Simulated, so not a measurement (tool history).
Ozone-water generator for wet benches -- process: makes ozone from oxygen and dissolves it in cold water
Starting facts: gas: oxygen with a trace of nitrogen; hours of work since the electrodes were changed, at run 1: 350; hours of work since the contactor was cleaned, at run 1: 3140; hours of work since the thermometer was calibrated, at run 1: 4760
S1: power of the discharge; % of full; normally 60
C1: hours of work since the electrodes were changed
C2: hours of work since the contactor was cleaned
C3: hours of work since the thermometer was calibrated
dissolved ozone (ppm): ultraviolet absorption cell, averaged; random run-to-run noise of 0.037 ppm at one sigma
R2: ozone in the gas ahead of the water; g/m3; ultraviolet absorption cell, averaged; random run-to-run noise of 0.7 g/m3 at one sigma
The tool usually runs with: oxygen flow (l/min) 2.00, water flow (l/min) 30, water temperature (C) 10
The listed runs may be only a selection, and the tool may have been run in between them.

{"run": 1, "hour": 0.0, "S1": 60, "oxygen flow (l/min)": 2.0, "water flow (l/min)": 30, "water temperature (C)": 10, "C1": 350, "C2": 3140, "C3": 4760, "dissolved ozone (ppm)": 5.8, "R2": 149.0}
{"run": 2, "hour": 18.3, "S1": 60, "oxygen flow (l/min)": 2.0, "water flow (l/min)": 30, "water temperature (C)": 10, "C1": 367, "C2": 3157, "C3": 4777, "dissolved ozone (ppm)": 5.85, "R2": 150.2}
{"run": 3, "hour": 49.4, "S1": 60, "oxygen flow (l/min)": 2.0, "water flow (l/min)": 30, "water temperature (C)": 10, "C1": 396, "C2": 3186, "C3": 4806, "dissolved ozone (ppm)": 5.82, "R2": 149.4}
{"run": 4, "hour": 66.1, "S1": 60, "oxygen flow (l/min)": 2.0, "water flow (l/min)": 30, "water temperature (C)": 10, "C1": 411, "C2": 3202, "C3": 4821, "dissolved ozone (ppm)": 5.83, "R2": 149.8}
{"run": 5, "hour": 92.4, "S1": 60, "oxygen flow (l/min)": 2.0, "water flow (l/min)": 30, "water temperature (C)": 10, "C1": 436, "C2": 3226, "C3": 4846, "dissolved ozone (ppm)": 5.83, "R2": 149.7}
{"run": 6, "hour": 124.2, "S1": 60, "oxygen flow (l/min)": 2.0, "water flow (l/min)": 30, "water temperature (C)": 10, "C1": 466, "C2": 3256, "C3": 4875, "dissolved ozone (ppm)": 5.86, "R2": 150.1}
{"run": 7, "hour": 142.8, "S1": 60, "oxygen flow (l/min)": 2.0, "water flow (l/min)": 30, "water temperature (C)": 13, "C1": 483, "C2": 3273, "C3": 4893, "dissolved ozone (ppm)": 5.81, "R2": 148.4}
{"run": 8, "hour": 175.5, "S1": 60, "oxygen flow (l/min)": 2.0, "water flow (l/min)": 30, "water temperature (C)": 13, "C1": 513, "C2": 3304, "C3": 4923, "dissolved ozone (ppm)": 5.67, "R2": 149.4}
{"run": 9, "hour": 195.5, "S1": 52, "oxygen flow (l/min)": 2.79, "water flow (l/min)": 32, "water temperature (C)": 13, "C1": 532, "C2": 3322, "C3": 4942, "dissolved ozone (ppm)": 5.26, "R2": 111.4}
{"run": 10, "hour": 232.6, "S1": 99, "oxygen flow (l/min)": 2.52, "water flow (l/min)": 29, "water temperature (C)": 6, "C1": 567, "C2": 3357, "C3": 4976, "dissolved ozone (ppm)": 10.77, "R2": 213.8}
{"run": 11, "hour": 274.1, "S1": 99, "oxygen flow (l/min)": 2.52, "water flow (l/min)": 29, "water temperature (C)": 12, "C1": 605, "C2": 3396, "C3": 5015, "dissolved ozone (ppm)": 10.4, "R2": 212.9}
{"run": 12, "hour": 305.4, "S1": 60, "oxygen flow (l/min)": 2.0, "water flow (l/min)": 39, "water temperature (C)": 10, "C1": 634, "C2": 3425, "C3": 5044, "dissolved ozone (ppm)": 4.29, "R2": 149.1}
{"run": 13, "hour": 327.1, "S1": 60, "oxygen flow (l/min)": 2.0, "water flow (l/min)": 39, "water temperature (C)": 10, "C1": 655, "C2": 3445, "C3": 5064, "dissolved ozone (ppm)": 4.25, "R2": 149.7}
{"run": 14, "hour": 368.4, "S1": 60, "oxygen flow (l/min)": 2.0, "water flow (l/min)": 39, "water temperature (C)": 10, "C1": 693, "C2": 3483, "C3": 5103, "dissolved ozone (ppm)": 4.28, "R2": 150.6}
{"run": 15, "hour": 390.0, "S1": 60, "oxygen flow (l/min)": 2.15, "water flow (l/min)": 23, "water temperature (C)": 18, "C1": 713, "C2": 3504, "C3": 5123, "dissolved ozone (ppm)": 7.59, "R2": 144.7}
{"run": 16, "hour": 424.6, "S1": 60, "oxygen flow (l/min)": 2.15, "water flow (l/min)": 23, "water temperature (C)": 18, "C1": 746, "C2": 3536, "C3": 5155, "dissolved ozone (ppm)": 7.59, "R2": 143.0}

Forecast each of these 4 alternatives for the next run:
{"run": "A", "hour": 454.0, "S1": 60, "oxygen flow (l/min)": 2.0, "water flow (l/min)": 30, "water temperature (C)": 6, "C1": 773, "C2": 3563, "C3": 5183, "dissolved ozone (ppm)": "?", "R2": "?"}
{"run": "B", "hour": 454.0, "S1": 60, "oxygen flow (l/min)": 2.0, "water flow (l/min)": 18, "water temperature (C)": 10, "C1": 773, "C2": 3563, "C3": 5183, "dissolved ozone (ppm)": "?", "R2": "?"}
{"run": "C", "hour": 454.0, "S1": 52, "oxygen flow (l/min)": 2.0, "water flow (l/min)": 28, "water temperature (C)": 6, "C1": 773, "C2": 3563, "C3": 5183, "dissolved ozone (ppm)": "?", "R2": "?"}
{"run": "D", "hour": 454.0, "S1": 60, "oxygen flow (l/min)": 2.0, "water flow (l/min)": 21, "water temperature (C)": 10, "C1": 773, "C2": 3563, "C3": 5183, "dissolved ozone (ppm)": "?", "R2": "?"}

run=A dissolved_ozone_(ppm)=5.98 R2=148.4
run=B dissolved_ozone_(ppm)=10.03 R2=148.0
run=C dissolved_ozone_(ppm)=5.58 R2=131.2
run=D dissolved_ozone_(ppm)=8.62 R2=149.4
Take away the tool's hidden state, keep each run's random variation, and the runs would have read:
run=A dissolved_ozone_(ppm)=5.98 R2=148.5
run=B dissolved_ozone_(ppm)=10.04 R2=148.1
run=C dissolved_ozone_(ppm)=5.59 R2=131.2
run=D dissolved_ozone_(ppm)=8.63 R2=149.4

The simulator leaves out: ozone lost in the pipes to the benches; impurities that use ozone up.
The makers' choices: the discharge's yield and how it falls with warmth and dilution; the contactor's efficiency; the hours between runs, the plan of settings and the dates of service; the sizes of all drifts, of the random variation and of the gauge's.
